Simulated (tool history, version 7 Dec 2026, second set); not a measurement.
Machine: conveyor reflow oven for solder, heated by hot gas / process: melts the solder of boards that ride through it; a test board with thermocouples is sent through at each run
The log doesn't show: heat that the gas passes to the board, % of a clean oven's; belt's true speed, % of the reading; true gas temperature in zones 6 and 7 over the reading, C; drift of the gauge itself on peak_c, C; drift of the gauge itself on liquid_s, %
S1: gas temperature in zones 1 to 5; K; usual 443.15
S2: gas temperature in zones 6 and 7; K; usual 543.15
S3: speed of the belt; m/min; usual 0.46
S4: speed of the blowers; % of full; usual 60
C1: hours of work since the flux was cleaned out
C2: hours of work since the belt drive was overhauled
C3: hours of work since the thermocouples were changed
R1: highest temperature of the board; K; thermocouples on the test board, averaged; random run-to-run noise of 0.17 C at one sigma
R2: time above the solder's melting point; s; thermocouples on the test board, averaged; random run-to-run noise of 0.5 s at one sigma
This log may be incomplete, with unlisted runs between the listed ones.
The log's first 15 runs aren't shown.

| run | hour | S1 | S2 | S3 | S4 | C1 | C2 | C3 | R1 | R2 |
|---|---|---|---|---|---|---|---|---|---|---|
| 16 | 468.2 | 443.15 | 543.15 | 0.46 | 60 | 188 | 780 | 543 | 529.25 | 81.6 |
| 17 | 498.9 | 443.15 | 543.15 | 0.46 | 60 | 204 | 796 | 559 | 529.25 | 81.9 |
|  | 534.8 | flux residue cleaned out of gas plates and filters |
| 18 | 545 | 453.15 | 543.15 | 0.543 | 82 | 5 | 817 | 580 | 530.35 | 74.5 |
| 19 | 575.8 | 453.15 | 543.15 | 0.543 | 82 | 21 | 833 | 596 | 530.05 | 73.6 |
| 20 | 609.3 | 443.15 | 543.15 | 0.46 | 65 | 39 | 850 | 613 | 531.15 | 84.5 |
| 21 | 627.5 | 439.15 | 543.15 | 0.46 | 60 | 48 | 860 | 623 | 529.35 | 80.7 |
| 22 | 649.6 | 439.15 | 543.15 | 0.46 | 60 | 59 | 871 | 634 | 529.65 | 81.1 |
| 23 | 671.1 | 439.15 | 543.15 | 0.46 | 60 | 71 | 882 | 646 | 529.65 | 81.3 |
|  | 691.7 | thermocouples of zones 6 and 7 changed |
| 24 | 691.7 | 438.15 | 548.15 | 0.512 | 60 | 80 | 892 | 0 | 529.05 | 70.5 |
| 25 | 710.9 | 438.15 | 548.15 | 0.512 | 60 | 90 | 902 | 10 | 528.95 | 70.7 |
| 26 | 746.1 | 438.15 | 548.15 | 0.512 | 78 | 108 | 920 | 28 | 532.05 | 74.5 |
| 27 | 777.4 | 438.15 | 548.15 | 0.512 | 78 | 125 | 937 | 44 | 531.85 | 73.5 |
| 28 | 799.1 | 438.15 | 548.15 | 0.512 | 78 | 136 | 948 | 56 | 531.95 | 73.4 |
| 29 | 831.5 | 443.15 | 558.15 | 0.378 | 77 | 153 | 965 | 72 | 550.75 | 118.9 |
| 30 | 868.6 | 443.15 | 542.15 | 0.378 | 77 | 172 | 984 | 92 | 535.05 | 108.8 |

5 options for the next run, each taken on its own from the tool as it stands now. Forecast them:
| A | 894.4 | 443.15 | 543.15 | 0.487 | 59 | 185 | 997 | 105 | ? | ? |
| B | 894.4 | 429.15 | 534.15 | 0.47 | 77 | 185 | 997 | 105 | ? | ? |
| C | 894.4 | 434.15 | 542.15 | 0.477 | 60 | 185 | 997 | 105 | ? | ? |
| D | 894.4 | 433.15 | 543.15 | 0.392 | 60 | 185 | 997 | 105 | ? | ? |
| E | 894.4 | 443.15 | 553.15 | 0.478 | 62 | 185 | 997 | 105 | ? | ? |

| run | R1 | R2 |
|---|---|---|
| A | 526.85 | 75 |
| B | 520.45 | 67 |
| C | 525.25 | 72.2 |
| D | 531.85 | 95.6 |
| E | 536.55 | 85 |
With no hidden state in the tool, these same runs would have given:
| run | R1 | R2 |
|---|---|---|
| A | 526.55 | 72.8 |
| B | 520.25 | 65.2 |
| C | 524.95 | 70.1 |
| D | 531.55 | 92.7 |
| E | 536.25 | 82.5 |
